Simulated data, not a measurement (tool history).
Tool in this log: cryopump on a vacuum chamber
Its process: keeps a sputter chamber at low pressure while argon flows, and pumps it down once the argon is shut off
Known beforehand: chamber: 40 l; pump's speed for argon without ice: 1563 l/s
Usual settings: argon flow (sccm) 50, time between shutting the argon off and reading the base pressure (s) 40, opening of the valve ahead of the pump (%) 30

run	hour	argon flow (sccm)	time between shutting the argon off and reading the base pressure (s)	opening of the valve ahead of the pump (%)	pressure while argon flows (Pa)	pressure after the wait (uPa)
1	0.0	50	40	30	0.1858	4.51
2	11.3	50	40	30	0.1846	4.51
3	28.2	50	40	30	0.1853	4.48
4	38.5	50	40	30	0.1843	4.57
5	53.3	24	40	30	0.0900	4.45
6	64.6	24	40	30	0.0884	4.58
7	84.3	24	40	30	0.0894	4.55
8	104.9	24	40	30	0.0885	4.44
9	121.1	24	40	30	0.0903	4.60
10	139.7	24	40	30	0.0885	4.48
11	150.9	24	40	30	0.0892	4.55
12	161.5	23	40	30	0.0863	4.62
13	174.8	50	40	20	0.2752	4.61
14	192.0	50	40	20	0.2762	4.69
15	203.2	50	40	20	0.2767	4.66
16	222.6	50	40	20	0.2760	4.67
17	242.6	65	40	59	0.1273	4.63
18	260.4	56	106	39	0.1646	3.48
19	278.2	50	40	48	0.1200	4.65
20	292.1	21	40	30	0.0787	4.86
21	306.1	25	40	34	0.0834	4.90
22	317.1	60	230	26	0.2568	3.21
23	326.1	32	21	53	0.0717	6.50
24	339.6	97	36	49	0.2304	5.06
25	350.8	50	244	30	0.1872	3.23
26	363.9	50	40	16	0.3486	4.81
27	377.8	57	24	16	0.3949	6.14
28	390.9	57	24	16	0.3955	6.20
29	401.1	50	40	23	0.2430	4.85

What if the next run were any one of these 5? Each begins from the tool's condition after run 29:
A	420.7	50	244	30	?	?
B	420.7	50	40	39	?	?
C	420.7	39	193	24	?	?
D	420.7	50	111	30	?	?
E	420.7	22	179	52	?	?

run	pressure while argon flows (Pa)	pressure after the wait (uPa)
A	0.1893	3.26
B	0.1483	4.92
C	0.1830	3.41
D	0.1890	3.74
E	0.0500	3.46
Take away the tool's hidden state, keep each run's random variation, and the runs would have read:
run	pressure while argon flows (Pa)	pressure after the wait (uPa)
A	0.1802	0.50
B	0.1391	2.16
C	0.1758	0.61
D	0.1798	0.94
E	0.0460	0.62
